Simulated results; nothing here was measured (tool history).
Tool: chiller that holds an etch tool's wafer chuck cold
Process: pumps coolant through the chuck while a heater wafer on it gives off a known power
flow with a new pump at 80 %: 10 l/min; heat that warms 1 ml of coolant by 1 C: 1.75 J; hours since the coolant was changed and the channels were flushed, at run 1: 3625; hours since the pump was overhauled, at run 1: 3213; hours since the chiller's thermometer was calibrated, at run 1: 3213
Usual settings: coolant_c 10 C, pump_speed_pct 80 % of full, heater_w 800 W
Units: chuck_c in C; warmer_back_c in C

| run | hour | coolant_c | pump_speed_pct | heater_w | hours since the coolant was changed and the channels were flushed | hours since the pump was overhauled | hours since the chiller's thermometer was calibrated | chuck_c | warmer_back_c |
|---|---|---|---|---|---|---|---|---|---|
| 1 | 0.0 | 10 | 80 | 800 | 3625 | 3213 | 3213 | 19.1 | 2.87 |
| 2 | 111.6 | 10 | 80 | 800 | 3736 | 3324 | 3324 | 19.0 | 2.91 |
| 3 | 220.1 | 10 | 80 | 800 | 3845 | 3433 | 3433 | 19.2 | 2.90 |
| 4 | 308.5 | 3 | 80 | 800 | 3933 | 3521 | 3521 | 12.1 | 2.90 |
| 5 | 437.9 | 3 | 80 | 800 | 4062 | 3651 | 3651 | 12.3 | 2.93 |
| 6 | 560.0 | 3 | 80 | 800 | 4185 | 3773 | 3773 | 12.4 | 2.90 |
| 7 | 637.2 | 19 | 80 | 800 | 4262 | 3850 | 3850 | 28.3 | 2.91 |
| 8 | 711.0 | 10 | 80 | 800 | 4336 | 3924 | 3924 | 19.3 | 2.93 |
| 9 | 849.1 | 10 | 80 | 612 | 4474 | 4062 | 4062 | 17.3 | 2.22 |
| 10 | 987.0 | 10 | 80 | 612 | 4612 | 4200 | 4200 | 17.3 | 2.20 |
|  | 1004.9 | coolant pump overhauled |
| 11 | 1061.6 | 10 | 80 | 646 | 4681 | 57 | 4269 | 18.0 | 2.40 |
| 12 | 1136.8 | 10 | 80 | 800 | 4756 | 132 | 4345 | 19.7 | 3.03 |
| 13 | 1225.1 | 10 | 80 | 800 | 4845 | 220 | 4433 | 19.8 | 2.99 |
| 14 | 1324.1 | 10 | 80 | 800 | 4944 | 319 | 4532 | 19.7 | 3.00 |
|  | 1350.9 | coolant pump overhauled, once more |
| 15 | 1458.1 | 10 | 80 | 1109 | 5073 | 107 | 4661 | 22.3 | 3.76 |
| 16 | 1581.7 | 10 | 80 | 800 | 5196 | 231 | 4784 | 19.3 | 2.73 |
| 17 | 1663.5 | 1 | 80 | 800 | 5278 | 313 | 4866 | 10.2 | 2.75 |
| 18 | 1730.3 | 1 | 80 | 800 | 5345 | 379 | 4933 | 10.3 | 2.77 |
| 19 | 1866.9 | 9 | 80 | 800 | 5481 | 516 | 5070 | 18.5 | 2.75 |
|  | 1933.8 | coolant changed, channels flushed |
| 20 | 1993.6 | 1 | 80 | 800 | 60 | 637 | 5190 | 9.4 | 2.73 |
| 21 | 2071.9 | 15 | 76 | 428 | 138 | 715 | 5269 | 20.2 | 1.53 |
| 22 | 2158.6 | 10 | 92 | 800 | 225 | 802 | 5355 | 17.4 | 2.40 |
| 23 | 2232.7 | 9 | 92 | 800 | 299 | 876 | 5430 | 16.6 | 2.44 |
| 24 | 2303.3 | 12 | 92 | 433 | 370 | 946 | 5500 | 16.4 | 1.30 |
| 25 | 2429.7 | 18 | 80 | 739 | 496 | 1073 | 5626 | 26.0 | 2.54 |
|  | 2470.0 | chiller's thermometer calibrated |
| 26 | 2551.2 | 11 | 68 | 429 | 616 | 1193 | 81 | 15.8 | 1.73 |
| 27 | 2656.9 | 4 | 80 | 800 | 722 | 1299 | 187 | 11.7 | 2.78 |
| 28 | 2731.0 | 4 | 67 | 1019 | 796 | 1373 | 261 | 15.8 | 4.27 |
| 29 | 2860.0 | 14 | 80 | 486 | 925 | 1502 | 390 | 18.9 | 1.71 |
| 30 | 2977.3 | 3 | 81 | 1043 | 1042 | 1619 | 507 | 13.3 | 3.59 |
| 31 | 3129.6 | 2 | 85 | 455 | 1195 | 1772 | 660 | 6.2 | 1.49 |
| 32 | 3213.7 | 1 | 62 | 455 | 1279 | 1856 | 744 | 6.9 | 2.11 |
| 33 | 3304.4 | 1 | 62 | 455 | 1370 | 1947 | 834 | 6.8 | 1.99 |

Forecast each of these 3 alternatives for the next run:
| A | 3384.9 | 10 | 62 | 455 | 1450 | 2027 | 915 | ? | ? |
| B | 3384.9 | 5 | 80 | 800 | 1450 | 2027 | 915 | ? | ? |
| C | 3384.9 | 19 | 93 | 854 | 1450 | 2027 | 915 | ? | ? |

| run | chuck_c | warmer_back_c |
|---|---|---|
| A | 15.9 | 2.12 |
| B | 13.0 | 2.82 |
| C | 26.6 | 2.59 |
Without the tool's hidden state the same runs would have given:
| run | chuck_c | warmer_back_c |
|---|---|---|
| A | 15.5 | 2.06 |
| B | 12.5 | 2.74 |
| C | 26.1 | 2.52 |
